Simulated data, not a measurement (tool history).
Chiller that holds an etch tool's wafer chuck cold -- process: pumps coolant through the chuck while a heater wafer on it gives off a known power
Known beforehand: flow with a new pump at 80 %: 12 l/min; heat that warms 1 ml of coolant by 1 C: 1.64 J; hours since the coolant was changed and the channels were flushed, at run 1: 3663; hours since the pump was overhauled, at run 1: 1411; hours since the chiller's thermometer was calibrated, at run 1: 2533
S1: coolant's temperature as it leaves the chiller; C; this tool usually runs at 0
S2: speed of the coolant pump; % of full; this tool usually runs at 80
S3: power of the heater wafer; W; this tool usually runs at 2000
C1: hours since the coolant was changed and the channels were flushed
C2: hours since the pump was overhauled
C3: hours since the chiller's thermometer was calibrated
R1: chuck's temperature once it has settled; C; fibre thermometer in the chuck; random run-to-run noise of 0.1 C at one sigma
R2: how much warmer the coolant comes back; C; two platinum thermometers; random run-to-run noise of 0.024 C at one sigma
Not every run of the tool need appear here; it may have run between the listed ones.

{"run": 1, "hour": 0.0, "S1": 0, "S2": 80, "S3": 2000, "C1": 3663, "C2": 1411, "C3": 2533, "R1": 16.9, "R2": 6.22}
{"run": 2, "hour": 59.7, "S1": 0, "S2": 80, "S3": 2000, "C1": 3723, "C2": 1471, "C3": 2593, "R1": 16.9, "R2": 6.2}
{"run": 3, "hour": 88.0, "S1": 0, "S2": 94, "S3": 2000, "C1": 3751, "C2": 1499, "C3": 2621, "R1": 14.5, "R2": 5.24}
{"run": 4, "hour": 140.5, "S1": 0, "S2": 80, "S3": 2000, "C1": 3804, "C2": 1552, "C3": 2674, "R1": 17.0, "R2": 6.17}
{"run": 5, "hour": 187.9, "S1": 0, "S2": 80, "S3": 2000, "C1": 3851, "C2": 1599, "C3": 2721, "R1": 17.0, "R2": 6.16}
{"run": 6, "hour": 217.8, "S1": 0, "S2": 80, "S3": 2000, "C1": 3881, "C2": 1629, "C3": 2751, "R1": 17.1, "R2": 6.19}
{"run": 7, "hour": 263.7, "S1": 0, "S2": 99, "S3": 2000, "C1": 3927, "C2": 1675, "C3": 2797, "R1": 14.1, "R2": 5.0}
{"hour": 301.6, "done": "chiller's thermometer calibrated"}
{"run": 8, "hour": 307.1, "S1": 0, "S2": 80, "S3": 2000, "C1": 3970, "C2": 1717, "C3": 5, "R1": 17.1, "R2": 6.2}
{"run": 9, "hour": 369.8, "S1": 0, "S2": 80, "S3": 2000, "C1": 4032, "C2": 1780, "C3": 68, "R1": 17.1, "R2": 6.2}
{"run": 10, "hour": 423.2, "S1": 0, "S2": 80, "S3": 2000, "C1": 4086, "C2": 1833, "C3": 122, "R1": 17.1, "R2": 6.2}
{"run": 11, "hour": 451.8, "S1": 0, "S2": 80, "S3": 2000, "C1": 4114, "C2": 1862, "C3": 150, "R1": 17.1, "R2": 6.2}
{"run": 12, "hour": 484.8, "S1": 0, "S2": 80, "S3": 2000, "C1": 4147, "C2": 1895, "C3": 183, "R1": 17.1, "R2": 6.22}
{"run": 13, "hour": 541.5, "S1": 0, "S2": 80, "S3": 2000, "C1": 4204, "C2": 1952, "C3": 240, "R1": 17.1, "R2": 6.21}
{"run": 14, "hour": 604.2, "S1": 0, "S2": 70, "S3": 2000, "C1": 4267, "C2": 2014, "C3": 303, "R1": 19.4, "R2": 7.15}
{"run": 15, "hour": 632.7, "S1": 0, "S2": 70, "S3": 2000, "C1": 4295, "C2": 2043, "C3": 331, "R1": 19.5, "R2": 7.12}
{"run": 16, "hour": 677.6, "S1": 0, "S2": 80, "S3": 2000, "C1": 4340, "C2": 2088, "C3": 376, "R1": 17.2, "R2": 6.28}
{"hour": 693.8, "done": "chiller's thermometer calibrated, once more"}
{"run": 17, "hour": 735.4, "S1": 0, "S2": 80, "S3": 2000, "C1": 4397, "C2": 2145, "C3": 42, "R1": 16.7, "R2": 6.26}
{"run": 18, "hour": 795.1, "S1": -6, "S2": 64, "S3": 2270, "C1": 4457, "C2": 2204, "C3": 101, "R1": 17.8, "R2": 8.95}
{"run": 19, "hour": 853.1, "S1": -6, "S2": 64, "S3": 2270, "C1": 4515, "C2": 2262, "C3": 159, "R1": 17.9, "R2": 8.82}
{"run": 20, "hour": 900.0, "S1": 6, "S2": 64, "S3": 1464, "C1": 4561, "C2": 2309, "C3": 206, "R1": 21.3, "R2": 5.74}
{"run": 21, "hour": 953.5, "S1": 7, "S2": 80, "S3": 1625, "C1": 4615, "C2": 2363, "C3": 260, "R1": 20.9, "R2": 5.05}
{"run": 22, "hour": 999.6, "S1": 7, "S2": 75, "S3": 1907, "C1": 4661, "C2": 2409, "C3": 306, "R1": 24.2, "R2": 6.35}
{"run": 23, "hour": 1053.6, "S1": 0, "S2": 73, "S3": 2361, "C1": 4715, "C2": 2463, "C3": 360, "R1": 22.2, "R2": 8.14}
{"run": 24, "hour": 1093.8, "S1": -1, "S2": 70, "S3": 2196, "C1": 4755, "C2": 2503, "C3": 400, "R1": 20.3, "R2": 7.86}
{"run": 25, "hour": 1142.1, "S1": -1, "S2": 70, "S3": 2196, "C1": 4804, "C2": 2551, "C3": 448, "R1": 20.4, "R2": 7.88}
{"run": 26, "hour": 1206.4, "S1": -3, "S2": 92, "S3": 1056, "C1": 4868, "C2": 2616, "C3": 513, "R1": 5.0, "R2": 2.81}
{"run": 27, "hour": 1243.0, "S1": -3, "S2": 92, "S3": 1056, "C1": 4904, "C2": 2652, "C3": 549, "R1": 4.9, "R2": 2.86}
{"run": 28, "hour": 1277.3, "S1": -3, "S2": 71, "S3": 2534, "C1": 4939, "C2": 2687, "C3": 584, "R1": 21.4, "R2": 8.98}
{"run": 29, "hour": 1318.5, "S1": -3, "S2": 71, "S3": 2534, "C1": 4980, "C2": 2728, "C3": 625, "R1": 21.3, "R2": 8.92}
{"run": 30, "hour": 1372.7, "S1": -9, "S2": 76, "S3": 2000, "C1": 5034, "C2": 2782, "C3": 679, "R1": 9.0, "R2": 6.57}
{"run": 31, "hour": 1425.7, "S1": -9, "S2": 76, "S3": 2000, "C1": 5087, "C2": 2835, "C3": 732, "R1": 9.0, "R2": 6.6}

Branching from run 31: 5 alternative next runs. What would each branch give?
{"run": "A", "hour": 1463.0, "S1": 0, "S2": 89, "S3": 2000, "C1": 5124, "C2": 2872, "C3": 769, "R1": "?", "R2": "?"}
{"run": "B", "hour": 1463.0, "S1": -7, "S2": 80, "S3": 1706, "C1": 5124, "C2": 2872, "C3": 769, "R1": "?", "R2": "?"}
{"run": "C", "hour": 1463.0, "S1": 5, "S2": 97, "S3": 1876, "C1": 5124, "C2": 2872, "C3": 769, "R1": "?", "R2": "?"}
{"run": "D", "hour": 1463.0, "S1": 0, "S2": 80, "S3": 2860, "C1": 5124, "C2": 2872, "C3": 769, "R1": "?", "R2": "?"}
{"run": "E", "hour": 1463.0, "S1": -8, "S2": 76, "S3": 2000, "C1": 5124, "C2": 2872, "C3": 769, "R1": "?", "R2": "?"}

run=A R1=15.8 R2=5.57
run=B R1=7.7 R2=5.34
run=C R1=18.3 R2=4.77
run=D R1=24.6 R2=8.96
run=E R1=10.2 R2=6.62
Without the tool's hidden state the same runs would have given:
run=A R1=14.5 R2=5.44
run=B R1=6.5 R2=5.21
run=C R1=17.2 R2=4.65
run=D R1=22.6 R2=8.74
run=E R1=8.7 R2=6.46
